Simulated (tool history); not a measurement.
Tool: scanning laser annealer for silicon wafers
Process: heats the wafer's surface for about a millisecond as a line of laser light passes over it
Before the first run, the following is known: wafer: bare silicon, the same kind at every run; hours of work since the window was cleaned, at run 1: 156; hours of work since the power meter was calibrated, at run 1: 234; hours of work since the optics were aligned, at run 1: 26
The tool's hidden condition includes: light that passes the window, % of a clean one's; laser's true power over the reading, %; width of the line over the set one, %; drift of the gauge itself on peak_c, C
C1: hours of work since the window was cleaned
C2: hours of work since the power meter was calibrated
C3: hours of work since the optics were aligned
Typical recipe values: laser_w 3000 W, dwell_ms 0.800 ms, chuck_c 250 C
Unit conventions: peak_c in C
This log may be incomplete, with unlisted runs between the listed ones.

{"run": 1, "hour": 0.0, "laser_w": 3000, "dwell_ms": 0.8, "chuck_c": 250, "C1": 156, "C2": 234, "C3": 26, "peak_c": 985}
{"run": 2, "hour": 16.8, "laser_w": 3000, "dwell_ms": 0.8, "chuck_c": 250, "C1": 169, "C2": 247, "C3": 39, "peak_c": 986}
{"run": 3, "hour": 34.2, "laser_w": 3000, "dwell_ms": 0.8, "chuck_c": 250, "C1": 182, "C2": 261, "C3": 53, "peak_c": 986}
{"run": 4, "hour": 52.9, "laser_w": 3000, "dwell_ms": 0.8, "chuck_c": 250, "C1": 197, "C2": 275, "C3": 67, "peak_c": 986}
{"run": 5, "hour": 64.8, "laser_w": 3000, "dwell_ms": 0.8, "chuck_c": 250, "C1": 206, "C2": 285, "C3": 76, "peak_c": 981}
{"run": 6, "hour": 78.9, "laser_w": 3000, "dwell_ms": 0.662, "chuck_c": 250, "C1": 217, "C2": 295, "C3": 87, "peak_c": 913}
{"run": 7, "hour": 90.2, "laser_w": 3000, "dwell_ms": 0.8, "chuck_c": 251, "C1": 226, "C2": 304, "C3": 96, "peak_c": 987}
{"run": 8, "hour": 109.7, "laser_w": 3000, "dwell_ms": 0.8, "chuck_c": 251, "C1": 241, "C2": 319, "C3": 111, "peak_c": 986}
{"run": 9, "hour": 124.6, "laser_w": 3000, "dwell_ms": 0.8, "chuck_c": 251, "C1": 252, "C2": 331, "C3": 123, "peak_c": 984}
{"run": 10, "hour": 137.0, "laser_w": 3000, "dwell_ms": 0.8, "chuck_c": 288, "C1": 262, "C2": 340, "C3": 132, "peak_c": 1022}
{"run": 11, "hour": 147.2, "laser_w": 3000, "dwell_ms": 0.8, "chuck_c": 288, "C1": 270, "C2": 348, "C3": 140, "peak_c": 1023}
{"run": 12, "hour": 165.1, "laser_w": 3000, "dwell_ms": 0.691, "chuck_c": 288, "C1": 284, "C2": 362, "C3": 154, "peak_c": 965}
{"run": 13, "hour": 173.9, "laser_w": 3000, "dwell_ms": 0.691, "chuck_c": 288, "C1": 290, "C2": 369, "C3": 161, "peak_c": 967}
{"run": 14, "hour": 191.9, "laser_w": 3244, "dwell_ms": 0.8, "chuck_c": 250, "C1": 304, "C2": 383, "C3": 175, "peak_c": 1038}
{"run": 15, "hour": 201.4, "laser_w": 3244, "dwell_ms": 0.8, "chuck_c": 250, "C1": 312, "C2": 390, "C3": 182, "peak_c": 1040}
{"hour": 212.0, "done": "window over the wafer cleaned"}
{"run": 16, "hour": 220.8, "laser_w": 3244, "dwell_ms": 0.8, "chuck_c": 250, "C1": 7, "C2": 404, "C3": 196, "peak_c": 1039}
{"run": 17, "hour": 235.6, "laser_w": 3244, "dwell_ms": 0.8, "chuck_c": 250, "C1": 18, "C2": 415, "C3": 207, "peak_c": 1041}
{"run": 18, "hour": 243.8, "laser_w": 3000, "dwell_ms": 0.8, "chuck_c": 250, "C1": 25, "C2": 422, "C3": 213, "peak_c": 985}
{"run": 19, "hour": 253.5, "laser_w": 3000, "dwell_ms": 0.566, "chuck_c": 250, "C1": 32, "C2": 429, "C3": 221, "peak_c": 856}
{"run": 20, "hour": 263.9, "laser_w": 3000, "dwell_ms": 0.566, "chuck_c": 250, "C1": 40, "C2": 437, "C3": 229, "peak_c": 858}
{"run": 21, "hour": 272.7, "laser_w": 3136, "dwell_ms": 0.8, "chuck_c": 250, "C1": 47, "C2": 444, "C3": 236, "peak_c": 1016}
{"run": 22, "hour": 286.4, "laser_w": 3136, "dwell_ms": 0.8, "chuck_c": 250, "C1": 58, "C2": 455, "C3": 246, "peak_c": 1015}
{"run": 23, "hour": 299.1, "laser_w": 2822, "dwell_ms": 0.755, "chuck_c": 286, "C1": 67, "C2": 464, "C3": 256, "peak_c": 962}
{"run": 24, "hour": 314.1, "laser_w": 2993, "dwell_ms": 0.698, "chuck_c": 236, "C1": 79, "C2": 476, "C3": 268, "peak_c": 917}
{"run": 25, "hour": 333.7, "laser_w": 2585, "dwell_ms": 0.862, "chuck_c": 245, "C1": 94, "C2": 491, "C3": 283, "peak_c": 915}
{"run": 26, "hour": 353.2, "laser_w": 2585, "dwell_ms": 0.862, "chuck_c": 245, "C1": 109, "C2": 506, "C3": 298, "peak_c": 914}
{"run": 27, "hour": 366.3, "laser_w": 2585, "dwell_ms": 0.862, "chuck_c": 245, "C1": 120, "C2": 516, "C3": 308, "peak_c": 914}
{"run": 28, "hour": 383.2, "laser_w": 2825, "dwell_ms": 0.671, "chuck_c": 237, "C1": 133, "C2": 529, "C3": 321, "peak_c": 871}
{"run": 29, "hour": 402.1, "laser_w": 3190, "dwell_ms": 0.832, "chuck_c": 235, "C1": 147, "C2": 544, "C3": 336, "peak_c": 1029}
{"run": 30, "hour": 419.5, "laser_w": 3000, "dwell_ms": 0.779, "chuck_c": 250, "C1": 161, "C2": 558, "C3": 349, "peak_c": 973}
{"run": 31, "hour": 434.2, "laser_w": 3000, "dwell_ms": 0.779, "chuck_c": 250, "C1": 172, "C2": 569, "C3": 361, "peak_c": 973}
{"run": 32, "hour": 443.1, "laser_w": 3103, "dwell_ms": 0.756, "chuck_c": 219, "C1": 179, "C2": 576, "C3": 368, "peak_c": 955}
{"run": 33, "hour": 456.9, "laser_w": 2557, "dwell_ms": 0.646, "chuck_c": 219, "C1": 190, "C2": 587, "C3": 378, "peak_c": 785}
{"run": 34, "hour": 470.1, "laser_w": 3000, "dwell_ms": 0.8, "chuck_c": 265, "C1": 200, "C2": 597, "C3": 389, "peak_c": 1002}
{"run": 35, "hour": 485.3, "laser_w": 2885, "dwell_ms": 0.862, "chuck_c": 221, "C1": 212, "C2": 609, "C3": 400, "peak_c": 958}
{"run": 36, "hour": 497.1, "laser_w": 2737, "dwell_ms": 0.566, "chuck_c": 283, "C1": 221, "C2": 618, "C3": 409, "peak_c": 839}
{"run": 37, "hour": 508.4, "laser_w": 2794, "dwell_ms": 0.712, "chuck_c": 223, "C1": 229, "C2": 626, "C3": 418, "peak_c": 870}
{"run": 38, "hour": 525.8, "laser_w": 3000, "dwell_ms": 0.589, "chuck_c": 236, "C1": 243, "C2": 640, "C3": 432, "peak_c": 855}
{"run": 39, "hour": 540.8, "laser_w": 3000, "dwell_ms": 0.589, "chuck_c": 273, "C1": 255, "C2": 652, "C3": 443, "peak_c": 896}
{"run": 40, "hour": 556.5, "laser_w": 3000, "dwell_ms": 0.8, "chuck_c": 223, "C1": 267, "C2": 664, "C3": 455, "peak_c": 958}
{"run": 41, "hour": 571.6, "laser_w": 2908, "dwell_ms": 0.973, "chuck_c": 250, "C1": 278, "C2": 675, "C3": 467, "peak_c": 1042}
{"run": 42, "hour": 583.4, "laser_w": 2587, "dwell_ms": 0.8, "chuck_c": 280, "C1": 288, "C2": 684, "C3": 476, "peak_c": 923}

Each row is a separate what-if for the run after 42, all from the same tool condition, not one after another. Results?
{"run": "A", "hour": 602.6, "laser_w": 3172, "dwell_ms": 0.613, "chuck_c": 250, "C1": 302, "C2": 699, "C3": 491, "peak_c": "?"}
{"run": "B", "hour": 602.6, "laser_w": 2587, "dwell_ms": 0.609, "chuck_c": 218, "C1": 302, "C2": 699, "C3": 491, "peak_c": "?"}
{"run": "C", "hour": 602.6, "laser_w": 3278, "dwell_ms": 0.813, "chuck_c": 275, "C1": 302, "C2": 699, "C3": 491, "peak_c": "?"}

run=A peak_c=917
run=B peak_c=768
run=C peak_c=1078
Stripped of hidden state, with their random variation kept, the same runs would have yielded:
run=A peak_c=918
run=B peak_c=769
run=C peak_c=1079

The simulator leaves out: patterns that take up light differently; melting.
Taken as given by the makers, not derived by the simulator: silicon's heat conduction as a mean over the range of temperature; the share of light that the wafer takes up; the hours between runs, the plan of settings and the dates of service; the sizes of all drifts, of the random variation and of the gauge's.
